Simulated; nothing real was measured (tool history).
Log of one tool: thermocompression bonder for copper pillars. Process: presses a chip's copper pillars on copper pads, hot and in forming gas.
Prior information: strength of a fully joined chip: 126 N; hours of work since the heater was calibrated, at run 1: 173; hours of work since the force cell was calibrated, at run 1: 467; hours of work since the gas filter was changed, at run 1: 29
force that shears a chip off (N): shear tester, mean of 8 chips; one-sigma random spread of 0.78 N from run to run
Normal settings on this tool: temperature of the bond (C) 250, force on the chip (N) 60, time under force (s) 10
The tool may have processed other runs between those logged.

run   hour  temperature of the bond (C)  force on the chip (N)  time under force (s)  hours of work since the heater was calibrated  hours of work since the force cell was calibrated  hours of work since the gas filter was changed  force that shears a chip off (N)
  1    0.0                          250                     60                    10                                            173                                                467                                              29                              89.3
  2   15.9                          250                     60                    10                                            181                                                475                                              37                              88.8
  3   29.2                          256                     60                    10                                            188                                                482                                              44                              95.0
  4   44.8                          250                     60                    28                                            197                                                491                                              53                             109.4
  5   56.7                          250                     60                    10                                            203                                                497                                              59                              88.5
  6   74.6                          250                     60                    10                                            213                                                507                                              68                              89.3
  7   93.1                          250                     60                    10                                            222                                                516                                              78                              88.2
  8  104.1                          250                     60                    10                                            228                                                522                                              84                              88.1
  9  119.4                          250                     60                    10                                            237                                                530                                              92                              88.0
 10  129.2                          250                     60                    10                                            242                                                536                                              98                              88.2
 11  147.2                          250                     60                    10                                            251                                                545                                             107                              87.4
 12  160.0                          250                     37                    13                                            258                                                552                                             114                              78.6
 13  173.2                          233                     56                     6                                            265                                                559                                             121                              58.9
 14  186.5                          233                     56                     6                                            272                                                566                                             128                              58.5
 15  203.7                          233                     51                     6                                            282                                                575                                             137                              56.3
 16  218.8                          266                     47                    10                                            290                                                584                                             145                              93.1
 17  228.4                          266                     47                     6                                            295                                                589                                             151                              83.0
 18  241.9                          265                     59                    11                                            302                                                596                                             158                             100.9
 19  252.9                          265                     59                    18                                            308                                                602                                             164                             110.8
 20  264.7                          265                     59                    18                                            314                                                608                                             170                             108.5
 21  280.9                          277                     71                    10                                            323                                                617                                             179                             111.6
 22  299.2                          277                     71                    10                                            332                                                626                                             188                             111.7

4 ways to go on from here, each from the tool as it stands after run 22. What would each give?
  A  308.9                          245                     47                    12                                            338                                                632                                             194                                 ?
  B  308.9                          227                     71                    10                                            338                                                632                                             194                                 ?
  C  308.9                          277                     48                    18                                            338                                                632                                             194                                 ?
  D  308.9                          261                     55                    11                                            338                                                632                                             194                                 ?

run  force that shears a chip off (N)
  A                              78.6
  B                              69.5
  C                             111.3
  D                              95.2
With no hidden state in the tool, these same runs would have given:
run  force that shears a chip off (N)
  A                              84.7
  B                              75.7
  C                             116.0
  D                             101.1
